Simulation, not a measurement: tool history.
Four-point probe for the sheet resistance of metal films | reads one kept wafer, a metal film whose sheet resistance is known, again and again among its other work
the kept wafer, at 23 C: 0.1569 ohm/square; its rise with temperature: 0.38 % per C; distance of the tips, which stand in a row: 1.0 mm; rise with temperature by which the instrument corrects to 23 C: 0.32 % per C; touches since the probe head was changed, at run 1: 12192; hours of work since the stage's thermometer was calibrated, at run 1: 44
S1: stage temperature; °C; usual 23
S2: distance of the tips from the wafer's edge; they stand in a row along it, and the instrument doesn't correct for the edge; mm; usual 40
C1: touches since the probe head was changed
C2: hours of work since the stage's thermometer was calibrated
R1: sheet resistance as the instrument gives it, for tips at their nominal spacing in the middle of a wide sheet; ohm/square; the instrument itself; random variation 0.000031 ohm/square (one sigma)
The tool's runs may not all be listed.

run 1 day=0.000 | S1=23 S2=40 | C1=12192 C2=44 | R1=0.157559
run 2 day=0.446 | S1=23 S2=40 | C1=12501 C2=51 | R1=0.157520
run 3 day=0.829 | S1=23 S2=40 | C1=12767 C2=57 | R1=0.157516
run 4 day=1.212 | S1=23 S2=18 | C1=13034 C2=64 | R1=0.157716
run 5 day=1.733 | S1=26 S2=40 | C1=13395 C2=72 | R1=0.157751
run 6 day=2.317 | S1=23 S2=40 | C1=13799 C2=81 | R1=0.157502
run 7 day=2.838 | S1=23 S2=40 | C1=14161 C2=90 | R1=0.157569
run 8 day=3.258 | S1=23 S2=40 | C1=14455 C2=97 | R1=0.157540
run 9 day=3.608 | S1=23 S2=40 | C1=14697 C2=102 | R1=0.157517
run 10 day=3.929 | S1=23 S2=61 | C1=14921 C2=107 | R1=0.157454
run 11 day=4.388 | S1=22 S2=40 | C1=15237 C2=115 | R1=0.157460
run 12 day=4.871 | S1=22 S2=40 | C1=15573 C2=123 | R1=0.157456
run 13 day=5.204 | S1=22 S2=40 | C1=15804 C2=128 | R1=0.157509
run 14 day=5.696 | S1=22 S2=40 | C1=16148 C2=136 | R1=0.157434
run 15 day=6.217 | S1=23 S2=40 | C1=16507 C2=144 | R1=0.157576
run 16 day=6.608 | S1=23 S2=40 | C1=16779 C2=151 | R1=0.157590
run 17 day=7.217 | S1=23 S2=40 | C1=17202 C2=161 | R1=0.157553
run 18 day=7.821 | S1=23 S2=40 | C1=17623 C2=170 | R1=0.157626
run 19 day=8.200 | S1=23 S2=40 | C1=17885 C2=176 | R1=0.157571
run 20 day=8.529 | S1=23 S2=7 | C1=18114 C2=182 | R1=0.159244
run 21 day=9.133 | S1=23 S2=8 | C1=18534 C2=192 | R1=0.158862
run 22 day=9.579 | S1=23 S2=8 | C1=18844 C2=199 | R1=0.158862
run 23 day=10.146 | S1=34 S2=4 | C1=19235 C2=208 | R1=0.163622
run 24 day=10.629 | S1=25 S2=18 | C1=19573 C2=216 | R1=0.157945
run 25 day=10.921 | S1=30 S2=7 | C1=19774 C2=220 | R1=0.159871
run 26 day=11.450 | S1=22 S2=10 | C1=20142 C2=229 | R1=0.158305
run 27 day=11.996 | S1=22 S2=10 | C1=20520 C2=238 | R1=0.158372
run 28 day=12.392 | S1=20 S2=25 | C1=20796 C2=244 | R1=0.157524
run 29 day=12.821 | S1=23 S2=12 | C1=21093 C2=251 | R1=0.158130
run 30 day=13.371 | S1=34 S2=16 | C1=21475 C2=260 | R1=0.158810
run 31 day=13.771 | S1=29 S2=21 | C1=21752 C2=266 | R1=0.158281
run 32 day=14.333 | S1=23 S2=29 | C1=22145 C2=276 | R1=0.157690
run 33 day=14.842 | S1=23 S2=29 | C1=22497 C2=284 | R1=0.157747
run 34 day=15.317 | S1=23 S2=29 | C1=22826 C2=291 | R1=0.157749
run 35 day=15.617 | S1=21 S2=40 | C1=23036 C2=296 | R1=0.157531
run 36 day=16.025 | S1=21 S2=40 | C1=23318 C2=303 | R1=0.157544
run 37 day=16.675 | S1=19 S2=37 | C1=23770 C2=313 | R1=0.157373
run 38 day=17.083 | S1=19 S2=4 | C1=24053 C2=320 | R1=0.162393
run 39 day=17.471 | S1=33 S2=12 | C1=24322 C2=326 | R1=0.159060
run 40 day=17.967 | S1=23 S2=5 | C1=24667 C2=334 | R1=0.160925
run 41 day=18.312 | S1=25 S2=40 | C1=24906 C2=340 | R1=0.157882
run 42 day=18.683 | S1=27 S2=67 | C1=25164 C2=346 | R1=0.158021
run 43 day=19.017 | S1=23 S2=7 | C1=25394 C2=351 | R1=0.159384
run 44 day=19.283 | S1=33 S2=15 | C1=25581 C2=356 | R1=0.158809

Forecast each of these 3 alternatives for the next run:
run A day=19.829 | S1=33 S2=25 | C1=25959 C2=364 | R1=?
run B day=19.829 | S1=30 S2=21 | C1=25959 C2=364 | R1=?
run C day=19.829 | S1=32 S2=5 | C1=25959 C2=364 | R1=?

run=A R1=0.158628
run=B R1=0.158386
run=C R1=0.161694
Without the tool's hidden state the same runs would have given:
run=A R1=0.157843
run=B R1=0.157602
run=C R1=0.160896
